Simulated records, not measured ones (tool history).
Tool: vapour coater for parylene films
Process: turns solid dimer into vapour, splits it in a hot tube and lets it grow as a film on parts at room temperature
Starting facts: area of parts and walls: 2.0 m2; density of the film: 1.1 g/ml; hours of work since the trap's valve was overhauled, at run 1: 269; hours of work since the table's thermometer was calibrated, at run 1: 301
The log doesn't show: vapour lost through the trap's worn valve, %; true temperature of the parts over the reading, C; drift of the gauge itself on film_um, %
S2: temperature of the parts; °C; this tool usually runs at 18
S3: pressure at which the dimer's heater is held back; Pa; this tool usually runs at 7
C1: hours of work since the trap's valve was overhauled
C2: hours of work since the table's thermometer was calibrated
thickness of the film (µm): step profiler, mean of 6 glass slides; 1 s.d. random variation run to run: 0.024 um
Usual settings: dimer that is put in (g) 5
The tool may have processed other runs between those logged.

run 1 hour=0 | dimer_that_is_put_in_(g)=5 S2=18 S3=7 | C1=269 C2=301 | thickness_of_the_film_(µm)=1.55
run 2 hour=13 | dimer_that_is_put_in_(g)=5 S2=18 S3=7 | C1=275 C2=308 | thickness_of_the_film_(µm)=1.55
run 3 hour=24.5 | dimer_that_is_put_in_(g)=5 S2=18 S3=3.89 | C1=281 C2=313 | thickness_of_the_film_(µm)=1.58
run 4 hour=37 | dimer_that_is_put_in_(g)=5 S2=18 S3=3.89 | C1=287 C2=319 | thickness_of_the_film_(µm)=1.54
run 5 hour=46.7 | dimer_that_is_put_in_(g)=5 S2=18 S3=2.2 | C1=291 C2=324 | thickness_of_the_film_(µm)=1.61
run 6 hour=54.1 | dimer_that_is_put_in_(g)=4 S2=18 S3=7 | C1=295 C2=327 | thickness_of_the_film_(µm)=1.21
run 7 hour=69.8 | dimer_that_is_put_in_(g)=4 S2=15 S3=7 | C1=303 C2=335 | thickness_of_the_film_(µm)=1.38
run 8 hour=79.2 | dimer_that_is_put_in_(g)=4 S2=15 S3=3.23 | C1=307 C2=340 | thickness_of_the_film_(µm)=1.44
run 9 hour=90.3 | dimer_that_is_put_in_(g)=4 S2=15 S3=3.23 | C1=313 C2=345 | thickness_of_the_film_(µm)=1.43
run 10 hour=100.9 | dimer_that_is_put_in_(g)=4 S2=18 S3=3.23 | C1=318 C2=350 | thickness_of_the_film_(µm)=1.28
run 11 hour=113 | dimer_that_is_put_in_(g)=4 S2=18 S3=3.23 | C1=324 C2=356 | thickness_of_the_film_(µm)=1.26
run 12 hour=128.1 | dimer_that_is_put_in_(g)=9 S2=18 S3=3.23 | C1=331 C2=363 | thickness_of_the_film_(µm)=2.82
run 13 hour=139.3 | dimer_that_is_put_in_(g)=5 S2=18 S3=7 | C1=337 C2=369 | thickness_of_the_film_(µm)=1.52
run 14 hour=149 | dimer_that_is_put_in_(g)=5 S2=18 S3=7 | C1=341 C2=374 | thickness_of_the_film_(µm)=1.51
run 15 hour=165.5 | dimer_that_is_put_in_(g)=5 S2=18 S3=7 | C1=349 C2=382 | thickness_of_the_film_(µm)=1.49
run 16 hour=173.7 | dimer_that_is_put_in_(g)=5 S2=20 S3=7 | C1=353 C2=386 | thickness_of_the_film_(µm)=1.4
run 17 hour=188.9 | dimer_that_is_put_in_(g)=5 S2=20 S3=7 | C1=361 C2=393 | thickness_of_the_film_(µm)=1.41
run 18 hour=202.7 | dimer_that_is_put_in_(g)=5 S2=19 S3=7 | C1=367 C2=400 | thickness_of_the_film_(µm)=1.41
run 19 hour=217.4 | dimer_that_is_put_in_(g)=5 S2=19 S3=7 | C1=375 C2=407 | thickness_of_the_film_(µm)=1.46
run 20 hour=224.6 | dimer_that_is_put_in_(g)=2 S2=27 S3=5.54 | C1=378 C2=410 | thickness_of_the_film_(µm)=0.39
run 21 hour=233.8 | dimer_that_is_put_in_(g)=2 S2=16 S3=2.61 | C1=383 C2=415 | thickness_of_the_film_(µm)=0.65
run 22 hour=249.9 | dimer_that_is_put_in_(g)=2 S2=17 S3=2.01 | C1=390 C2=423 | thickness_of_the_film_(µm)=0.67
run 23 hour=264.8 | dimer_that_is_put_in_(g)=4 S2=22 S3=2.76 | C1=398 C2=430 | thickness_of_the_film_(µm)=1.07
run 24 hour=276.6 | dimer_that_is_put_in_(g)=4 S2=22 S3=2.76 | C1=403 C2=436 | thickness_of_the_film_(µm)=1.06
run 25 hour=285.7 | dimer_that_is_put_in_(g)=2 S2=11 S3=7 | C1=408 C2=440 | thickness_of_the_film_(µm)=0.8
run 26 hour=301.3 | dimer_that_is_put_in_(g)=2 S2=11 S3=7 | C1=415 C2=448 | thickness_of_the_film_(µm)=0.78
run 27 hour=312.2 | dimer_that_is_put_in_(g)=3 S2=17 S3=10.9 | C1=421 C2=453 | thickness_of_the_film_(µm)=0.92
run 28 hour=320.1 | dimer_that_is_put_in_(g)=3 S2=17 S3=10.9 | C1=425 C2=457 | thickness_of_the_film_(µm)=0.87
run 29 hour=334.7 | dimer_that_is_put_in_(g)=8 S2=14 S3=3.04 | C1=432 C2=464 | thickness_of_the_film_(µm)=2.89
run 30 hour=343.8 | dimer_that_is_put_in_(g)=5 S2=17 S3=2.46 | C1=436 C2=468 | thickness_of_the_film_(µm)=1.62
run 31 hour=353.2 | dimer_that_is_put_in_(g)=4 S2=18 S3=11.87 | C1=441 C2=473 | thickness_of_the_film_(µm)=1.13
run 32 hour=367.1 | dimer_that_is_put_in_(g)=4 S2=18 S3=11.87 | C1=447 C2=480 | thickness_of_the_film_(µm)=1.17
run 33 hour=374.6 | dimer_that_is_put_in_(g)=4 S2=18 S3=2.37 | C1=451 C2=483 | thickness_of_the_film_(µm)=1.24
run 34 hour=386.2 | dimer_that_is_put_in_(g)=5 S2=20 S3=8.73 | C1=457 C2=489 | thickness_of_the_film_(µm)=1.3
run 35 hour=395.7 | dimer_that_is_put_in_(g)=5 S2=13 S3=2.5 | C1=461 C2=494 | thickness_of_the_film_(µm)=1.88
run 36 hour=410 | dimer_that_is_put_in_(g)=2 S2=21 S3=5.16 | C1=468 C2=501 | thickness_of_the_film_(µm)=0.52

3 ways to go on from here, each from the tool as it stands after run 36. What would each give?
run A hour=418.6 | dimer_that_is_put_in_(g)=2 S2=24 S3=5.81 | C1=472 C2=505 | thickness_of_the_film_(µm)=?
run B hour=418.6 | dimer_that_is_put_in_(g)=2 S2=21 S3=4.27 | C1=472 C2=505 | thickness_of_the_film_(µm)=?
run C hour=418.6 | dimer_that_is_put_in_(g)=5 S2=18 S3=3.2 | C1=472 C2=505 | thickness_of_the_film_(µm)=?

run=A thickness_of_the_film_(µm)=0.45
run=B thickness_of_the_film_(µm)=0.52
run=C thickness_of_the_film_(µm)=1.53
Stripped of hidden state, with their random variation kept, the same runs would have yielded:
run=A thickness_of_the_film_(µm)=0.5
run=B thickness_of_the_film_(µm)=0.58
run=C thickness_of_the_film_(µm)=1.67
